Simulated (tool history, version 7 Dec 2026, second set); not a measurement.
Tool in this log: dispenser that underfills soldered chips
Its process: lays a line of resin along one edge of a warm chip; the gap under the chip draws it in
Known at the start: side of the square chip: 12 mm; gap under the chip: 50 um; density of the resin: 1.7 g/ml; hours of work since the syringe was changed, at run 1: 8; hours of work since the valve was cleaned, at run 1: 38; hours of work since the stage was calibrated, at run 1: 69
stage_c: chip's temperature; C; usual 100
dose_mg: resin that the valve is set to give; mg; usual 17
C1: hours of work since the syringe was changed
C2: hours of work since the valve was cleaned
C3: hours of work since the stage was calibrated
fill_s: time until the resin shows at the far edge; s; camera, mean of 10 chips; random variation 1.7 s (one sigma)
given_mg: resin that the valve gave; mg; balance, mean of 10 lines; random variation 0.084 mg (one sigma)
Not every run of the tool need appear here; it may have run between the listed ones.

{"run": 1, "day": 0.0, "stage_c": 100, "dose_mg": 17, "C1": 8, "C2": 38, "C3": 69, "fill_s": 232.1, "given_mg": 16.58}
{"day": 0.029, "done": "new syringe of resin"}
{"run": 2, "day": 0.179, "stage_c": 100, "dose_mg": 16.6, "C1": 2, "C2": 41, "C3": 71, "fill_s": 187.8, "given_mg": 16.26}
{"run": 3, "day": 0.338, "stage_c": 100, "dose_mg": 16.6, "C1": 5, "C2": 43, "C3": 74, "fill_s": 207, "given_mg": 16.2}
{"day": 0.575, "done": "new syringe of resin"}
{"run": 4, "day": 0.575, "stage_c": 94, "dose_mg": 17, "C1": 0, "C2": 47, "C3": 77, "fill_s": 207.6, "given_mg": 16.41}
{"run": 5, "day": 0.825, "stage_c": 94, "dose_mg": 17, "C1": 4, "C2": 51, "C3": 81, "fill_s": 240.1, "given_mg": 16.52}
{"run": 6, "day": 0.958, "stage_c": 100, "dose_mg": 15.1, "C1": 6, "C2": 53, "C3": 83, "fill_s": 218.2, "given_mg": 14.59}
{"day": 1.129, "done": "new syringe of resin"}
{"run": 7, "day": 1.154, "stage_c": 100, "dose_mg": 15.1, "C1": 0, "C2": 55, "C3": 86, "fill_s": 183.2, "given_mg": 14.68}
{"run": 8, "day": 1.408, "stage_c": 100, "dose_mg": 17, "C1": 4, "C2": 59, "C3": 90, "fill_s": 198.7, "given_mg": 16.44}
{"day": 1.683, "done": "new syringe of resin"}
{"run": 9, "day": 1.688, "stage_c": 100, "dose_mg": 17, "C1": 0, "C2": 63, "C3": 94, "fill_s": 170.7, "given_mg": 16.52}
{"run": 10, "day": 1.946, "stage_c": 100, "dose_mg": 17, "C1": 4, "C2": 67, "C3": 98, "fill_s": 203, "given_mg": 16.41}
{"run": 11, "day": 2.138, "stage_c": 100, "dose_mg": 21.2, "C1": 7, "C2": 70, "C3": 101, "fill_s": 211.2, "given_mg": 20.29}
{"day": 2.238, "done": "new syringe of resin"}
{"run": 12, "day": 2.362, "stage_c": 100, "dose_mg": 21.2, "C1": 2, "C2": 74, "C3": 104, "fill_s": 170.9, "given_mg": 20.53}
{"run": 13, "day": 2.604, "stage_c": 108, "dose_mg": 21.2, "C1": 6, "C2": 77, "C3": 108, "fill_s": 149.6, "given_mg": 20.31}
{"day": 2.796, "done": "new syringe of resin"}
{"run": 14, "day": 2.821, "stage_c": 108, "dose_mg": 21.2, "C1": 0, "C2": 80, "C3": 111, "fill_s": 130.5, "given_mg": 20.2}
{"run": 15, "day": 2.954, "stage_c": 100, "dose_mg": 17, "C1": 2, "C2": 82, "C3": 113, "fill_s": 185.4, "given_mg": 16.33}
{"run": 16, "day": 3.138, "stage_c": 111, "dose_mg": 17, "C1": 5, "C2": 85, "C3": 116, "fill_s": 139.5, "given_mg": 16.24}
{"day": 3.346, "done": "new syringe of resin"}
{"run": 17, "day": 3.4, "stage_c": 91, "dose_mg": 17, "C1": 1, "C2": 89, "C3": 120, "fill_s": 246, "given_mg": 16.26}
{"run": 18, "day": 3.521, "stage_c": 91, "dose_mg": 17, "C1": 3, "C2": 91, "C3": 121, "fill_s": 263.7, "given_mg": 16.17}
{"run": 19, "day": 3.725, "stage_c": 91, "dose_mg": 17, "C1": 6, "C2": 94, "C3": 124, "fill_s": 287.9, "given_mg": 16.12}
{"day": 3.912, "done": "new syringe of resin"}
{"run": 20, "day": 3.975, "stage_c": 102, "dose_mg": 17, "C1": 1, "C2": 98, "C3": 128, "fill_s": 160.7, "given_mg": 16.11}
{"run": 21, "day": 4.179, "stage_c": 87, "dose_mg": 22, "C1": 4, "C2": 101, "C3": 131, "fill_s": 298.6, "given_mg": 20.98}
{"run": 22, "day": 4.367, "stage_c": 87, "dose_mg": 22, "C1": 7, "C2": 104, "C3": 134, "fill_s": 336.8, "given_mg": 20.93}
{"day": 4.467, "done": "new syringe of resin"}
{"run": 23, "day": 4.588, "stage_c": 87, "dose_mg": 22, "C1": 2, "C2": 107, "C3": 137, "fill_s": 283.3, "given_mg": 20.74}
{"run": 24, "day": 4.779, "stage_c": 90, "dose_mg": 21.5, "C1": 5, "C2": 110, "C3": 140, "fill_s": 280.8, "given_mg": 20.23}
{"day": 4.962, "done": "dispensing valve cleaned and set on the balance"}
{"run": 25, "day": 5.021, "stage_c": 90, "dose_mg": 21.5, "C1": 8, "C2": 1, "C3": 143, "fill_s": 311.8, "given_mg": 21.4}
{"day": 5.071, "done": "new syringe of resin"}
{"run": 26, "day": 5.183, "stage_c": 91, "dose_mg": 18.9, "C1": 2, "C2": 3, "C3": 146, "fill_s": 244.1, "given_mg": 18.99}
{"run": 27, "day": 5.329, "stage_c": 91, "dose_mg": 18.9, "C1": 4, "C2": 5, "C3": 148, "fill_s": 263.3, "given_mg": 19}
{"run": 28, "day": 5.571, "stage_c": 91, "dose_mg": 18.9, "C1": 8, "C2": 9, "C3": 151, "fill_s": 299.1, "given_mg": 18.81}
{"day": 5.617, "done": "new syringe of resin"}
{"run": 29, "day": 5.704, "stage_c": 91, "dose_mg": 18.9, "C1": 1, "C2": 11, "C3": 153, "fill_s": 237.6, "given_mg": 18.76}
{"run": 30, "day": 5.862, "stage_c": 115, "dose_mg": 14.8, "C1": 4, "C2": 13, "C3": 156, "fill_s": 120.9, "given_mg": 14.8}
{"run": 31, "day": 6.038, "stage_c": 115, "dose_mg": 14.8, "C1": 6, "C2": 16, "C3": 158, "fill_s": 129.3, "given_mg": 14.73}
{"day": 6.167, "done": "new syringe of resin"}
{"run": 32, "day": 6.312, "stage_c": 89, "dose_mg": 17.4, "C1": 2, "C2": 20, "C3": 162, "fill_s": 269.8, "given_mg": 17.31}
{"run": 33, "day": 6.529, "stage_c": 92, "dose_mg": 20.3, "C1": 6, "C2": 23, "C3": 166, "fill_s": 260.2, "given_mg": 20.09}
{"run": 34, "day": 6.683, "stage_c": 93, "dose_mg": 14.5, "C1": 8, "C2": 26, "C3": 168, "fill_s": 304.9, "given_mg": 14.26}
{"day": 6.721, "done": "new syringe of resin"}
{"run": 35, "day": 6.846, "stage_c": 114, "dose_mg": 21.3, "C1": 2, "C2": 28, "C3": 170, "fill_s": 107.9, "given_mg": 20.93}
{"run": 36, "day": 7.083, "stage_c": 100, "dose_mg": 18.6, "C1": 6, "C2": 32, "C3": 174, "fill_s": 197.9, "given_mg": 18.42}

Hidden condition of the tool, last listed run before each entry between runs versus first listed run after:
After run 1, before run 2: new syringe of resin (day 0.029)
  resin's viscosity, % of fresh resin's: 131.8 -> 108.5; dose that the valve gives, % of what is set: 97.82 -> 97.68; true chip temperature over the reading, C: 0.31 -> 0.33
  measured minus no-state result, fill_s: +55 -> +13.8 s; given_mg: -0.37 -> -0.39 mg
After run 3, before run 4: new syringe of resin (day 0.575)
  resin's viscosity, % of fresh resin's: 118.1 -> 99.3; dose that the valve gives, % of what is set: 97.56 -> 97.38; true chip temperature over the reading, C: 0.34 -> 0.35
  measured minus no-state result, fill_s: +30.8 -> -2.9 s; given_mg: -0.4 -> -0.44 mg
After run 6, before run 7: new syringe of resin (day 1.129)
  resin's viscosity, % of fresh resin's: 121.6 -> 102.8; dose that the valve gives, % of what is set: 97.08 -> 96.93; true chip temperature over the reading, C: 0.38 -> 0.39
  measured minus no-state result, fill_s: +38.5 -> +4.5 s; given_mg: -0.44 -> -0.47 mg
After run 8, before run 9: new syringe of resin (day 1.683)
  resin's viscosity, % of fresh resin's: 117.6 -> 100.8; dose that the valve gives, % of what is set: 96.73 -> 96.49; true chip temperature over the reading, C: 0.41 -> 0.43
  measured minus no-state result, fill_s: +28.6 -> +0.2 s; given_mg: -0.56 -> -0.6 mg
After run 11, before run 12: new syringe of resin (day 2.238)
  resin's viscosity, % of fresh resin's: 128.3 -> 105.3; dose that the valve gives, % of what is set: 96.12 -> 95.96; true chip temperature over the reading, C: 0.47 -> 0.48
  measured minus no-state result, fill_s: +44.3 -> +6.3 s; given_mg: -0.82 -> -0.86 mg
After run 13, before run 14: new syringe of resin (day 2.796)
  resin's viscosity, % of fresh resin's: 119.8 -> 101.3; dose that the valve gives, % of what is set: 95.77 -> 95.62; true chip temperature over the reading, C: 0.5 -> 0.52
  measured minus no-state result, fill_s: +23 -> -0.1 s; given_mg: -0.9 -> -0.93 mg
After run 16, before run 17: new syringe of resin (day 3.346)
  resin's viscosity, % of fresh resin's: 120.1 -> 103.5; dose that the valve gives, % of what is set: 95.36 -> 95.18; true chip temperature over the reading, C: 0.54 -> 0.55
  measured minus no-state result, fill_s: +22.8 -> +6.4 s; given_mg: -0.79 -> -0.82 mg
After run 19, before run 20: new syringe of resin (day 3.912)
  resin's viscosity, % of fresh resin's: 123.1 -> 102.3; dose that the valve gives, % of what is set: 94.9 -> 94.72; true chip temperature over the reading, C: 0.58 -> 0.6
  measured minus no-state result, fill_s: +52.1 -> +2.4 s; given_mg: -0.86 -> -0.89 mg
After run 22, before run 23: new syringe of resin (day 4.467)
  resin's viscosity, % of fresh resin's: 126.3 -> 107.5; dose that the valve gives, % of what is set: 94.4 -> 94.23; true chip temperature over the reading, C: 0.62 -> 0.64
  measured minus no-state result, fill_s: +64.9 -> +14.4 s; given_mg: -1.24 -> -1.26 mg
After run 24, before run 25: dispensing valve cleaned and set on the balance (day 4.962)
  resin's viscosity, % of fresh resin's: 119.2 -> 132.5; dose that the valve gives, % of what is set: 94.08 -> 100.18; true chip temperature over the reading, C: 0.65 -> 0.66
  measured minus no-state result, fill_s: +40.5 -> +70.5 s; given_mg: -1.27 -> +0.04 mg
After run 25, before run 26: new syringe of resin (day 5.071)
  resin's viscosity, % of fresh resin's: 132.5 -> 106.1; dose that the valve gives, % of what is set: 100.18 -> 100.07; true chip temperature over the reading, C: 0.66 -> 0.68
  measured minus no-state result, fill_s: +70.5 -> +8.2 s; given_mg: +0.04 -> +0.01 mg
After run 28, before run 29: new syringe of resin (day 5.617)
  resin's viscosity, % of fresh resin's: 130.4 -> 104.3; dose that the valve gives, % of what is set: 99.77 -> 99.68; true chip temperature over the reading, C: 0.7 -> 0.71
  measured minus no-state result, fill_s: +63.8 -> +3.8 s; given_mg: -0.04 -> -0.06 mg
After run 31, before run 32: new syringe of resin (day 6.167)
  resin's viscosity, % of fresh resin's: 124.6 -> 108.5; dose that the valve gives, % of what is set: 99.39 -> 99.17; true chip temperature over the reading, C: 0.74 -> 0.76
  measured minus no-state result, fill_s: +23.2 -> +14.5 s; given_mg: -0.09 -> -0.14 mg
After run 34, before run 35: new syringe of resin (day 6.721)
  resin's viscosity, % of fresh resin's: 132.4 -> 106.8; dose that the valve gives, % of what is set: 98.89 -> 98.76; true chip temperature over the reading, C: 0.78 -> 0.8
  measured minus no-state result, fill_s: +69 -> +4.2 s; given_mg: -0.16 -> -0.26 mg
